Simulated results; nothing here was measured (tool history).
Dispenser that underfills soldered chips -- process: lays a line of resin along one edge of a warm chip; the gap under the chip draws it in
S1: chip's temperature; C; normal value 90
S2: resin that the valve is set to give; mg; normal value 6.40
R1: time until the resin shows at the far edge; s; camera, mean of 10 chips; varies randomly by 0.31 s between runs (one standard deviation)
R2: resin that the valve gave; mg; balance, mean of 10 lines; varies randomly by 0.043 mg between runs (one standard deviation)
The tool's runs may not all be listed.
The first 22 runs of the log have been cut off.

-- day=11.254 new syringe of resin
run 23 day=11.567 | S1=76 S2=6.68 | R1=13.2 R2=6.59
-- day=11.667 new syringe of resin
run 24 day=11.883 | S1=100 S2=6.02 | R1=6.4 R2=5.89
-- day=12.058 new syringe of resin
-- day=12.467 new syringe of resin
run 25 day=12.546 | S1=100 S2=6.02 | R1=5.4 R2=5.85
-- day=12.862 new syringe of resin
run 26 day=13.117 | S1=100 S2=6.02 | R1=5.8 R2=5.87
-- day=13.258 new syringe of resin
run 27 day=13.583 | S1=80 S2=7.77 | R1=11.6 R2=7.49
-- day=13.650 new syringe of resin
-- day=14.062 new syringe of resin
run 28 day=14.196 | S1=97 S2=5.46 | R1=6.5 R2=5.26
-- day=14.442 new syringe of resin
run 29 day=14.542 | S1=99 S2=6.97 | R1=6.1 R2=6.63
-- day=14.858 new syringe of resin
run 30 day=14.954 | S1=99 S2=6.97 | R1=5.3 R2=6.62
-- day=15.238 new syringe of resin
run 31 day=15.333 | S1=82 S2=7.73 | R1=9.3 R2=7.38
-- day=15.658 new syringe of resin
run 32 day=15.938 | S1=105 S2=6.40 | R1=5.6 R2=6.05
-- day=16.046 new syringe of resin
-- day=16.450 new syringe of resin
run 33 day=16.596 | S1=99 S2=6.40 | R1=5.5 R2=5.98

Alternative continuations, all from the tool just after run 33; predict every row:
-- day=16.838 new syringe of resin
run A day=17.108 | S1=104 S2=6.01 | R1=? R2=?
-- day=16.838 new syringe of resin
run B day=17.108 | S1=93 S2=7.18 | R1=? R2=?
-- day=16.838 new syringe of resin
run C day=17.108 | S1=90 S2=5.78 | R1=? R2=?
-- day=16.838 new syringe of resin
run D day=17.108 | S1=89 S2=6.79 | R1=? R2=?
-- day=16.838 new syringe of resin
run E day=17.108 | S1=92 S2=5.53 | R1=? R2=?

run=A R1=5.8 R2=5.65
run=B R1=7.6 R2=6.79
run=C R1=8.6 R2=5.44
run=D R1=8.7 R2=6.40
run=E R1=8.3 R2=5.23
Take away the tool's hidden state, keep each run's random variation, and the runs would have read:
run=A R1=4.2 R2=5.98
run=B R1=5.4 R2=7.19
run=C R1=6.1 R2=5.75
run=D R1=6.2 R2=6.77
run=E R1=5.9 R2=5.53

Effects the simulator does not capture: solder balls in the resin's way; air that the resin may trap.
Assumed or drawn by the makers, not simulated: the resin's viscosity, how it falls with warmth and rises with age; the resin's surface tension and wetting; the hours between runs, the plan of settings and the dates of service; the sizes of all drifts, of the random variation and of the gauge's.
